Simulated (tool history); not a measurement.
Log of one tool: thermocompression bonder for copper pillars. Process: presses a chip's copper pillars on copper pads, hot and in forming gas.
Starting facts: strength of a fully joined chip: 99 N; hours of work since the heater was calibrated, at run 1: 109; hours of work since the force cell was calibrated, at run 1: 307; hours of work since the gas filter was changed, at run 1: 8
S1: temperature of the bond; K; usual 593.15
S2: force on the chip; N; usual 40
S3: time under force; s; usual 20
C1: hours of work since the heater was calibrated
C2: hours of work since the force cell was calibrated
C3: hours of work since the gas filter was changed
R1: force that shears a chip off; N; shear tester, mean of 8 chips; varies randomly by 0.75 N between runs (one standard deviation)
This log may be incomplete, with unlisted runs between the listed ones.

| run | hour | S1 | S2 | S3 | C1 | C2 | C3 | R1 |
|---|---|---|---|---|---|---|---|---|
| 1 | 0 | 593.15 | 40 | 20 | 109 | 307 | 8 | 56.5 |
| 2 | 33 | 593.15 | 40 | 51 | 126 | 324 | 25 | 71.9 |
| 3 | 72.2 | 593.15 | 40 | 51 | 146 | 344 | 45 | 72.9 |
| 4 | 96.8 | 593.15 | 40 | 51 | 159 | 357 | 58 | 70.2 |
| 5 | 146.1 | 600.15 | 40 | 20 | 184 | 383 | 83 | 58 |
| 6 | 203.8 | 600.15 | 40 | 20 | 214 | 412 | 113 | 57.3 |
| 7 | 254.3 | 600.15 | 40 | 20 | 240 | 438 | 139 | 56.2 |
| 8 | 308.2 | 593.15 | 40 | 16 | 267 | 466 | 167 | 50.4 |
| 9 | 345.6 | 593.15 | 40 | 16 | 287 | 485 | 186 | 48.8 |
| 10 | 374 | 593.15 | 40 | 16 | 301 | 500 | 201 | 49 |
| 11 | 428.2 | 593.15 | 40 | 16 | 329 | 528 | 229 | 49.1 |
| 12 | 480 | 593.15 | 40 | 20 | 356 | 555 | 256 | 51.7 |
| 13 | 511.4 | 593.15 | 40 | 20 | 372 | 571 | 272 | 50.3 |
|  | 533.8 | forming gas filter changed |
| 14 | 550.2 | 593.15 | 40 | 15 | 392 | 591 | 8 | 50.5 |
| 15 | 594.1 | 593.15 | 40 | 15 | 415 | 613 | 31 | 50.4 |
| 16 | 633 | 593.15 | 40 | 20 | 435 | 633 | 51 | 55.6 |
| 17 | 686.9 | 593.15 | 40 | 20 | 462 | 661 | 79 | 55.8 |
| 18 | 723.6 | 593.15 | 40 | 24 | 481 | 680 | 98 | 57.7 |
| 19 | 768.9 | 593.15 | 40 | 24 | 505 | 703 | 121 | 55.9 |
| 20 | 818.6 | 593.15 | 40 | 24 | 530 | 729 | 147 | 58.5 |
| 21 | 875.7 | 609.15 | 37 | 12 | 560 | 758 | 176 | 46.5 |
| 22 | 933.9 | 609.15 | 37 | 12 | 590 | 788 | 206 | 44.9 |
| 23 | 978 | 568.15 | 53 | 17 | 613 | 811 | 229 | 53.8 |
| 24 | 1028.4 | 605.15 | 40 | 20 | 638 | 837 | 255 | 55.2 |
| 25 | 1062.3 | 605.15 | 40 | 20 | 656 | 855 | 272 | 54.7 |
|  | 1086.9 | forming gas filter changed |
| 26 | 1114.2 | 619.15 | 40 | 20 | 682 | 881 | 14 | 64.4 |
| 27 | 1165.8 | 619.15 | 25 | 20 | 709 | 908 | 41 | 43.1 |
| 28 | 1222.3 | 608.15 | 25 | 20 | 738 | 937 | 70 | 39.1 |
| 29 | 1253.2 | 609.15 | 33 | 11 | 754 | 953 | 86 | 41.3 |
| 30 | 1282.7 | 581.15 | 40 | 53 | 769 | 968 | 101 | 67.4 |
| 31 | 1337.2 | 581.15 | 40 | 53 | 797 | 996 | 129 | 66.4 |
| 32 | 1385.1 | 603.15 | 40 | 21 | 822 | 1021 | 154 | 58.9 |
| 33 | 1418 | 593.15 | 57 | 20 | 839 | 1038 | 171 | 68.3 |
| 34 | 1453.5 | 593.15 | 25 | 34 | 857 | 1056 | 189 | 40.7 |
| 35 | 1510.1 | 614.15 | 57 | 34 | 887 | 1085 | 218 | 79 |
| 36 | 1552.9 | 614.15 | 57 | 34 | 909 | 1107 | 240 | 80.2 |
| 37 | 1579.1 | 614.15 | 57 | 34 | 922 | 1121 | 254 | 80.2 |
|  | 1636.9 | forming gas filter changed |
| 38 | 1637.3 | 589.15 | 40 | 12 | 952 | 1150 | 0 | 46.1 |
| 39 | 1668.9 | 598.15 | 30 | 18 | 968 | 1167 | 16 | 42.1 |

Branching from run 39: 4 alternative next runs. What would each branch give?
| A | 1711.3 | 613.15 | 24 | 19 | 990 | 1189 | 38 | ? |
| B | 1711.3 | 593.15 | 40 | 17 | 990 | 1189 | 38 | ? |
| C | 1711.3 | 593.15 | 42 | 24 | 990 | 1189 | 38 | ? |
| D | 1711.3 | 616.15 | 30 | 18 | 990 | 1189 | 38 | ? |

| run | R1 |
|---|---|
| A | 38.3 |
| B | 52.4 |
| C | 60.3 |
| D | 48.7 |
With no hidden state in the tool, these same runs would have given:
| run | R1 |
|---|---|
| A | 38.8 |
| B | 53 |
| C | 61 |
| D | 49.4 |
